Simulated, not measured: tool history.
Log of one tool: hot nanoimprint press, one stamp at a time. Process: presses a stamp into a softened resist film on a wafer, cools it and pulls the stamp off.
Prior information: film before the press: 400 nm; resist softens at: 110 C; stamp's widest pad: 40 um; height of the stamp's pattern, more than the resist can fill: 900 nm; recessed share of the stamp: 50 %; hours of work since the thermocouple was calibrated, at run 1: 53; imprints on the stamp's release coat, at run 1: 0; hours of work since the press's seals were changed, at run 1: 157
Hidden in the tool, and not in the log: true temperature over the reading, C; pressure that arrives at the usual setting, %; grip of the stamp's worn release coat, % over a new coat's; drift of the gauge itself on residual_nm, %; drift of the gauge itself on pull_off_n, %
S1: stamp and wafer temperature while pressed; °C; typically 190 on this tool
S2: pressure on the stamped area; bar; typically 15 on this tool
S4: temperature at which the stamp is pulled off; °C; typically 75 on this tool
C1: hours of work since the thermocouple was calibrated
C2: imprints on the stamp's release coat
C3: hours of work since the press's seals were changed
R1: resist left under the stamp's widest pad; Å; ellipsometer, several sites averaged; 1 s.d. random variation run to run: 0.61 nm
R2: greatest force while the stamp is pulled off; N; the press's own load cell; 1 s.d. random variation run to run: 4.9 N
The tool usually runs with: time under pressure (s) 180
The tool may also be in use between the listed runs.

{"run": 1, "hour": 0.0, "S1": 190, "S2": 15, "time under pressure (s)": 180, "S4": 75, "C1": 53, "C2": 0, "C3": 157, "R1": 2116, "R2": 251}
{"run": 2, "hour": 13.7, "S1": 190, "S2": 15, "time under pressure (s)": 180, "S4": 75, "C1": 63, "C2": 65, "C3": 167, "R1": 2110, "R2": 241}
{"run": 3, "hour": 23.4, "S1": 190, "S2": 13.4, "time under pressure (s)": 180, "S4": 75, "C1": 70, "C2": 111, "C3": 175, "R1": 2190, "R2": 240}
{"run": 4, "hour": 35.6, "S1": 190, "S2": 13.4, "time under pressure (s)": 180, "S4": 63, "C1": 80, "C2": 170, "C3": 184, "R1": 2198, "R2": 300}
{"run": 5, "hour": 43.7, "S1": 190, "S2": 10.6, "time under pressure (s)": 180, "S4": 75, "C1": 86, "C2": 208, "C3": 190, "R1": 2373, "R2": 245}
{"run": 6, "hour": 50.6, "S1": 190, "S2": 10.6, "time under pressure (s)": 180, "S4": 75, "C1": 91, "C2": 241, "C3": 195, "R1": 2366, "R2": 236}
{"run": 7, "hour": 62.4, "S1": 190, "S2": 10.6, "time under pressure (s)": 180, "S4": 75, "C1": 100, "C2": 298, "C3": 204, "R1": 2356, "R2": 242}
{"run": 8, "hour": 76.1, "S1": 196, "S2": 15, "time under pressure (s)": 180, "S4": 75, "C1": 110, "C2": 363, "C3": 215, "R1": 1717, "R2": 238}
{"run": 9, "hour": 83.2, "S1": 196, "S2": 15, "time under pressure (s)": 180, "S4": 75, "C1": 116, "C2": 397, "C3": 220, "R1": 1718, "R2": 242}
{"run": 10, "hour": 95.1, "S1": 196, "S2": 15, "time under pressure (s)": 180, "S4": 75, "C1": 125, "C2": 454, "C3": 229, "R1": 1721, "R2": 241}
{"run": 11, "hour": 105.9, "S1": 196, "S2": 15, "time under pressure (s)": 180, "S4": 75, "C1": 133, "C2": 505, "C3": 237, "R1": 1702, "R2": 237}
{"hour": 116.1, "done": "stamp cleaned and given a new release coat"}
{"run": 12, "hour": 122.5, "S1": 195, "S2": 15, "time under pressure (s)": 180, "S4": 75, "C1": 141, "C2": 30, "C3": 245, "R1": 1777, "R2": 234}
{"run": 13, "hour": 129.9, "S1": 195, "S2": 15, "time under pressure (s)": 321, "S4": 75, "C1": 146, "C2": 65, "C3": 251, "R1": 1388, "R2": 232}
{"run": 14, "hour": 142.4, "S1": 195, "S2": 15, "time under pressure (s)": 321, "S4": 75, "C1": 156, "C2": 125, "C3": 260, "R1": 1395, "R2": 245}
{"run": 15, "hour": 154.2, "S1": 195, "S2": 15, "time under pressure (s)": 321, "S4": 75, "C1": 165, "C2": 182, "C3": 269, "R1": 1391, "R2": 243}
{"run": 16, "hour": 162.7, "S1": 190, "S2": 24, "time under pressure (s)": 180, "S4": 67, "C1": 171, "C2": 222, "C3": 276, "R1": 1714, "R2": 275}
{"run": 17, "hour": 177.9, "S1": 192, "S2": 15, "time under pressure (s)": 180, "S4": 82, "C1": 183, "C2": 295, "C3": 287, "R1": 1937, "R2": 204}
{"run": 18, "hour": 188.3, "S1": 192, "S2": 15, "time under pressure (s)": 180, "S4": 82, "C1": 191, "C2": 344, "C3": 295, "R1": 1941, "R2": 212}
{"run": 19, "hour": 198.8, "S1": 192, "S2": 14.8, "time under pressure (s)": 180, "S4": 74, "C1": 199, "C2": 394, "C3": 303, "R1": 1956, "R2": 251}
{"run": 20, "hour": 213.0, "S1": 195, "S2": 14.8, "time under pressure (s)": 180, "S4": 61, "C1": 209, "C2": 462, "C3": 314, "R1": 1761, "R2": 308}
{"run": 21, "hour": 221.9, "S1": 182, "S2": 15, "time under pressure (s)": 354, "S4": 75, "C1": 216, "C2": 505, "C3": 320, "R1": 2127, "R2": 243}
{"hour": 231.8, "done": "stamp cleaned and given a new release coat"}
{"run": 22, "hour": 240.5, "S1": 199, "S2": 18, "time under pressure (s)": 158, "S4": 67, "C1": 226, "C2": 41, "C3": 330, "R1": 1492, "R2": 274}
{"run": 23, "hour": 247.9, "S1": 199, "S2": 14.4, "time under pressure (s)": 158, "S4": 83, "C1": 231, "C2": 76, "C3": 336, "R1": 1648, "R2": 209}
{"run": 24, "hour": 254.7, "S1": 199, "S2": 14.4, "time under pressure (s)": 158, "S4": 83, "C1": 236, "C2": 109, "C3": 341, "R1": 1642, "R2": 204}
{"run": 25, "hour": 269.4, "S1": 180, "S2": 15, "time under pressure (s)": 245, "S4": 75, "C1": 247, "C2": 179, "C3": 352, "R1": 2532, "R2": 240}
{"hour": 272.9, "done": "gauge calibrated"}
{"run": 26, "hour": 278.6, "S1": 185, "S2": 19.3, "time under pressure (s)": 245, "S4": 81, "C1": 254, "C2": 223, "C3": 359, "R1": 2005, "R2": 220}
{"run": 27, "hour": 289.3, "S1": 183, "S2": 12.4, "time under pressure (s)": 127, "S4": 71, "C1": 263, "C2": 274, "C3": 367, "R1": 2987, "R2": 260}
{"run": 28, "hour": 297.6, "S1": 190, "S2": 15, "time under pressure (s)": 318, "S4": 69, "C1": 269, "C2": 314, "C3": 373, "R1": 1691, "R2": 268}
{"run": 29, "hour": 311.0, "S1": 190, "S2": 15, "time under pressure (s)": 318, "S4": 69, "C1": 279, "C2": 378, "C3": 383, "R1": 1684, "R2": 265}

Below are 4 alternative next runs, each starting from the tool's condition after run 29. Predict each:
{"run": "A", "hour": 318.9, "S1": 184, "S2": 22.8, "time under pressure (s)": 180, "S4": 75, "C1": 285, "C2": 415, "C3": 389, "R1": "?", "R2": "?"}
{"run": "B", "hour": 318.9, "S1": 199, "S2": 15, "time under pressure (s)": 125, "S4": 77, "C1": 285, "C2": 415, "C3": 389, "R1": "?", "R2": "?"}
{"run": "C", "hour": 318.9, "S1": 190, "S2": 16.3, "time under pressure (s)": 343, "S4": 79, "C1": 285, "C2": 415, "C3": 389, "R1": "?", "R2": "?"}
{"run": "D", "hour": 318.9, "S1": 184, "S2": 15, "time under pressure (s)": 318, "S4": 61, "C1": 285, "C2": 415, "C3": 389, "R1": "?", "R2": "?"}

run=A R1=2173 R2=245
run=B R1=1807 R2=226
run=C R1=1577 R2=220
run=D R1=2096 R2=294
With no hidden state in the tool, these same runs would have given:
run=A R1=2182 R2=244
run=B R1=1814 R2=225
run=C R1=1584 R2=219
run=D R1=2105 R2=293

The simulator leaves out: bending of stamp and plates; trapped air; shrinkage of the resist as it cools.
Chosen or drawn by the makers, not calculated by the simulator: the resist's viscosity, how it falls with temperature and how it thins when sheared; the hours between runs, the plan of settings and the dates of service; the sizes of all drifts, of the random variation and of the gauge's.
